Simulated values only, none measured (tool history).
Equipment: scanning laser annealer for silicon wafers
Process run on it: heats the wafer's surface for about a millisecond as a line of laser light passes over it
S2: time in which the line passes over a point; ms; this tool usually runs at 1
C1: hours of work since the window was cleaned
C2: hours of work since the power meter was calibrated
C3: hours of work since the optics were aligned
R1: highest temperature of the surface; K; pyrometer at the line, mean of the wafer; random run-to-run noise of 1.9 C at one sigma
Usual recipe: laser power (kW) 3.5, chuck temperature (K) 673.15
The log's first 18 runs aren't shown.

{"run": 19, "hour": 1314.8, "laser power (kW)": 3.5, "S2": 1, "chuck temperature (K)": 673.15, "C1": 569, "C2": 972, "C3": 183, "R1": 1431.15}
{"run": 20, "hour": 1368.3, "laser power (kW)": 3.5, "S2": 1, "chuck temperature (K)": 637.15, "C1": 591, "C2": 994, "C3": 205, "R1": 1393.15}
{"hour": 1443.2, "done": "window over the wafer cleaned"}
{"run": 21, "hour": 1451.0, "laser power (kW)": 3.5, "S2": 1, "chuck temperature (K)": 637.15, "C1": 3, "C2": 1027, "C3": 237, "R1": 1398.15}
{"run": 22, "hour": 1529.2, "laser power (kW)": 3.577, "S2": 1, "chuck temperature (K)": 638.15, "C1": 35, "C2": 1059, "C3": 269, "R1": 1416.15}
{"run": 23, "hour": 1573.1, "laser power (kW)": 3.577, "S2": 1, "chuck temperature (K)": 675.15, "C1": 53, "C2": 1077, "C3": 287, "R1": 1452.15}
{"run": 24, "hour": 1644.9, "laser power (kW)": 3.577, "S2": 1, "chuck temperature (K)": 675.15, "C1": 82, "C2": 1106, "C3": 316, "R1": 1452.15}
{"run": 25, "hour": 1696.8, "laser power (kW)": 3.577, "S2": 1, "chuck temperature (K)": 675.15, "C1": 103, "C2": 1127, "C3": 337, "R1": 1455.15}
{"run": 26, "hour": 1794.3, "laser power (kW)": 3.577, "S2": 1, "chuck temperature (K)": 675.15, "C1": 143, "C2": 1167, "C3": 377, "R1": 1455.15}
{"run": 27, "hour": 1857.6, "laser power (kW)": 3.83, "S2": 0.81, "chuck temperature (K)": 638.15, "C1": 169, "C2": 1192, "C3": 403, "R1": 1389.15}
{"run": 28, "hour": 1905.8, "laser power (kW)": 3.83, "S2": 0.81, "chuck temperature (K)": 638.15, "C1": 188, "C2": 1212, "C3": 422, "R1": 1392.15}
{"run": 29, "hour": 1987.5, "laser power (kW)": 3.83, "S2": 0.81, "chuck temperature (K)": 638.15, "C1": 221, "C2": 1245, "C3": 456, "R1": 1391.15}
{"run": 30, "hour": 2087.3, "laser power (kW)": 3.83, "S2": 0.81, "chuck temperature (K)": 638.15, "C1": 262, "C2": 1286, "C3": 496, "R1": 1391.15}
{"run": 31, "hour": 2168.3, "laser power (kW)": 3.5, "S2": 1, "chuck temperature (K)": 690.15, "C1": 295, "C2": 1319, "C3": 529, "R1": 1448.15}
{"run": 32, "hour": 2234.2, "laser power (kW)": 3.5, "S2": 1, "chuck temperature (K)": 690.15, "C1": 322, "C2": 1346, "C3": 556, "R1": 1447.15}
{"run": 33, "hour": 2277.4, "laser power (kW)": 3.486, "S2": 1.18, "chuck temperature (K)": 655.15, "C1": 339, "C2": 1363, "C3": 574, "R1": 1483.15}
{"run": 34, "hour": 2361.1, "laser power (kW)": 3.102, "S2": 0.94, "chuck temperature (K)": 673.15, "C1": 373, "C2": 1397, "C3": 608, "R1": 1303.15}
{"run": 35, "hour": 2451.6, "laser power (kW)": 3.102, "S2": 0.94, "chuck temperature (K)": 673.15, "C1": 410, "C2": 1434, "C3": 644, "R1": 1301.15}
{"run": 36, "hour": 2497.9, "laser power (kW)": 3.163, "S2": 1, "chuck temperature (K)": 686.15, "C1": 429, "C2": 1453, "C3": 663, "R1": 1355.15}
{"run": 37, "hour": 2595.4, "laser power (kW)": 3.01, "S2": 1, "chuck temperature (K)": 657.15, "C1": 469, "C2": 1493, "C3": 703, "R1": 1289.15}
{"run": 38, "hour": 2667.7, "laser power (kW)": 3.01, "S2": 1, "chuck temperature (K)": 657.15, "C1": 498, "C2": 1522, "C3": 732, "R1": 1284.15}
{"run": 39, "hour": 2747.8, "laser power (kW)": 3.509, "S2": 0.79, "chuck temperature (K)": 691.15, "C1": 531, "C2": 1555, "C3": 765, "R1": 1360.15}
{"run": 40, "hour": 2825.4, "laser power (kW)": 3.598, "S2": 1, "chuck temperature (K)": 637.15, "C1": 562, "C2": 1586, "C3": 797, "R1": 1420.15}
{"run": 41, "hour": 2881.3, "laser power (kW)": 2.976, "S2": 0.85, "chuck temperature (K)": 661.15, "C1": 585, "C2": 1609, "C3": 819, "R1": 1230.15}
{"run": 42, "hour": 2923.8, "laser power (kW)": 3.353, "S2": 0.89, "chuck temperature (K)": 645.15, "C1": 602, "C2": 1626, "C3": 837, "R1": 1321.15}

Predict each of these 3 candidate next runs independently; none follows another, all start after run 42:
{"hour": 2971.6, "done": "window over the wafer cleaned"}
{"run": "A", "hour": 2990.0, "laser power (kW)": 3.5, "S2": 1.14, "chuck temperature (K)": 671.15, "C1": 7, "C2": 1652, "C3": 863, "R1": "?"}
{"hour": 2971.6, "done": "window over the wafer cleaned"}
{"run": "B", "hour": 2990.0, "laser power (kW)": 3.343, "S2": 1.02, "chuck temperature (K)": 640.15, "C1": 7, "C2": 1652, "C3": 863, "R1": "?"}
{"hour": 2971.6, "done": "window over the wafer cleaned"}
{"run": "C", "hour": 2990.0, "laser power (kW)": 2.997, "S2": 0.89, "chuck temperature (K)": 667.15, "C1": 7, "C2": 1652, "C3": 863, "R1": "?"}

run=A R1=1484.15
run=B R1=1362.15
run=C R1=1252.15
Without the tool's unlogged condition, the same runs would have read:
run=A R1=1484.15
run=B R1=1362.15
run=C R1=1252.15
